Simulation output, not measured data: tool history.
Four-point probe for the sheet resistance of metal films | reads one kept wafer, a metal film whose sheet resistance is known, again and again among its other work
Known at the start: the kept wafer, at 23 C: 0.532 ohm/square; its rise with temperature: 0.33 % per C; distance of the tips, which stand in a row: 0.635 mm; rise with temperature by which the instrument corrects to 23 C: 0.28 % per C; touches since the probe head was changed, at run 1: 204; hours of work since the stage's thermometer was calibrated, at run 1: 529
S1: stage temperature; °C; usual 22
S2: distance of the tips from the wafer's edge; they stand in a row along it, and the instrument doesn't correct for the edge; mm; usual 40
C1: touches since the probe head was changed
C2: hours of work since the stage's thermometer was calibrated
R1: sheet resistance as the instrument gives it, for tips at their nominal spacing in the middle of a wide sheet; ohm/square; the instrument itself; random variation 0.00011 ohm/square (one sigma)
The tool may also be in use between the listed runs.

| run | day | S1 | S2 | C1 | C2 | R1 |
|---|---|---|---|---|---|---|
| 1 | 0.000 | 22 | 40 | 204 | 529 | 0.528864 |
| 2 | 0.762 | 22 | 40 | 724 | 536 | 0.528940 |
| 3 | 1.667 | 22 | 54 | 1340 | 545 | 0.528913 |
| 4 | 2.396 | 22 | 54 | 1838 | 552 | 0.528932 |
| 5 | 3.675 | 22 | 54 | 2710 | 564 | 0.528867 |
| 6 | 4.679 | 22 | 54 | 3394 | 574 | 0.528892 |
| 7 | 5.608 | 23 | 40 | 4027 | 583 | 0.529248 |
| 8 | 6.483 | 23 | 40 | 4624 | 591 | 0.529141 |
| 9 | 7.567 | 21 | 40 | 5362 | 602 | 0.528582 |
| 10 | 8.271 | 21 | 40 | 5842 | 608 | 0.528553 |
| 11 | 8.908 | 21 | 40 | 6275 | 614 | 0.528635 |
| 12 | 10.204 | 21 | 40 | 7161 | 627 | 0.528644 |
| 13 | 11.042 | 21 | 40 | 7729 | 635 | 0.528807 |
| 14 | 11.625 | 22 | 40 | 8129 | 641 | 0.529110 |
| 15 | 12.471 | 24 | 40 | 8704 | 649 | 0.529452 |
| 16 | 13.454 | 24 | 40 | 9375 | 658 | 0.529284 |
| 17 | 14.717 | 24 | 40 | 10236 | 670 | 0.529465 |
| 18 | 15.325 | 24 | 40 | 10649 | 676 | 0.529441 |
| 19 | 16.367 | 22 | 11 | 11360 | 686 | 0.529807 |
| 20 | 17.367 | 22 | 31 | 12041 | 696 | 0.528967 |
| 21 | 17.917 | 23 | 40 | 12417 | 701 | 0.528996 |
| 22 | 19.038 | 30 | 40 | 13181 | 712 | 0.530761 |
| 23 | 20.250 | 22 | 40 | 14008 | 723 | 0.528897 |
| 24 | 20.788 | 27 | 8 | 14373 | 729 | 0.531774 |
| 25 | 21.850 | 27 | 8 | 15099 | 739 | 0.531685 |
| 26 | 22.521 | 27 | 8 | 15555 | 745 | 0.531906 |
| 27 | 23.308 | 27 | 8 | 16093 | 753 | 0.531731 |
| 28 | 24.467 | 27 | 8 | 16881 | 764 | 0.531738 |
| 29 | 25.762 | 26 | 45 | 17766 | 776 | 0.529987 |
| 30 | 26.592 | 26 | 45 | 18329 | 784 | 0.529841 |
| 31 | 27.871 | 26 | 45 | 19203 | 797 | 0.529764 |
| 32 | 28.562 | 33 | 43 | 19674 | 803 | 0.531289 |

The next listed run, before its measurement:
| 33 | 29.333 | 24 | 15 | 20200 | 811 | ? |

R1: 0.529645 ohm/square
Without the tool's hidden state the same run would have given R1 0.532706 ohm/square.

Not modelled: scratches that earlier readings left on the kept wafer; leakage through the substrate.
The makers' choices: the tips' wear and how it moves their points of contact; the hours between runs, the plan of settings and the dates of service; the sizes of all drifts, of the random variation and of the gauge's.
